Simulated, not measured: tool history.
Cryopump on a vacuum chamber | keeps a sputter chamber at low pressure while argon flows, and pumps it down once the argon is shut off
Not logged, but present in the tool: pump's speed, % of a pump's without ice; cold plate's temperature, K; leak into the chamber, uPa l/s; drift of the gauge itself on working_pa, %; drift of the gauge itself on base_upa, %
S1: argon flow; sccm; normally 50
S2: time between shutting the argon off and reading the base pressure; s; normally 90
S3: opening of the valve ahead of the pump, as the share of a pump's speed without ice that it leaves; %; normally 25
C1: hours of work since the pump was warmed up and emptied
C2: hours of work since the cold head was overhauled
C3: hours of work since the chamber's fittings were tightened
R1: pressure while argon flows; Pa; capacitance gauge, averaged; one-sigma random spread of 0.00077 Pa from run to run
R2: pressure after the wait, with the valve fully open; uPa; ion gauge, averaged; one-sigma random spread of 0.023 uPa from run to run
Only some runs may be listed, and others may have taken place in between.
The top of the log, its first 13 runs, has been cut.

run	hour	S1	S2	S3	C1	C2	C3	R1	R2
14	151.9	75	90	25	457	457	3000	0.2396	1.69
15	166.9	75	90	25	467	467	3010	0.2411	1.71
16	175.9	75	90	25	473	473	3016	0.2391	1.63
17	186.1	75	90	25	480	480	3023	0.2407	1.68
18	193.8	26	158	25	485	485	3028	0.0844	1.43
19	202.4	26	158	21	490	490	3033	0.0983	1.48
20	209.2	37	38	21	495	495	3038	0.1405	2.62
21	222.3	54	20	49	503	503	3046	0.0967	3.97
22	229.9	54	20	49	508	508	3051	0.0961	3.96
23	241.9	50	225	25	516	516	3059	0.1622	1.36
24	255.2	41	162	19	525	525	3068	0.1723	1.46
25	268.9	68	90	18	534	534	3077	0.2992	1.72
26	276.9	31	90	18	539	539	3082	0.1358	1.78
27	286.8	22	43	25	546	546	3089	0.0715	2.43
28	298.8	22	43	25	554	554	3097	0.0712	2.45
29	312.3	80	27	25	563	563	3106	0.2628	3.19
30	325.4	80	27	25	571	571	3114	0.2626	3.32
31	334.8	80	65	19	577	577	3120	0.3375	2.04
32	343.9	50	90	28	583	583	3126	0.1488	1.81
# hour 356.2: pump warmed up, emptied and cooled again
33	363.1	53	167	47	5	593	3136	0.0846	1.17
34	377.6	53	167	47	14	602	3145	0.0841	1.22

Each row is a separate what-if for the run after 34, all from the same tool condition, not one after another. Results?
A	385.6	41	204	47	19	607	3150	?	?
B	385.6	23	49	38	19	607	3150	?	?
C	385.6	22	90	25	19	607	3150	?	?

run	R1	R2
A	0.0654	1.14
B	0.0449	1.95
C	0.0638	1.52
With no hidden state in the tool, these same runs would have given:
run	R1	R2
A	0.0648	0.43
B	0.0446	1.26
C	0.0635	0.81
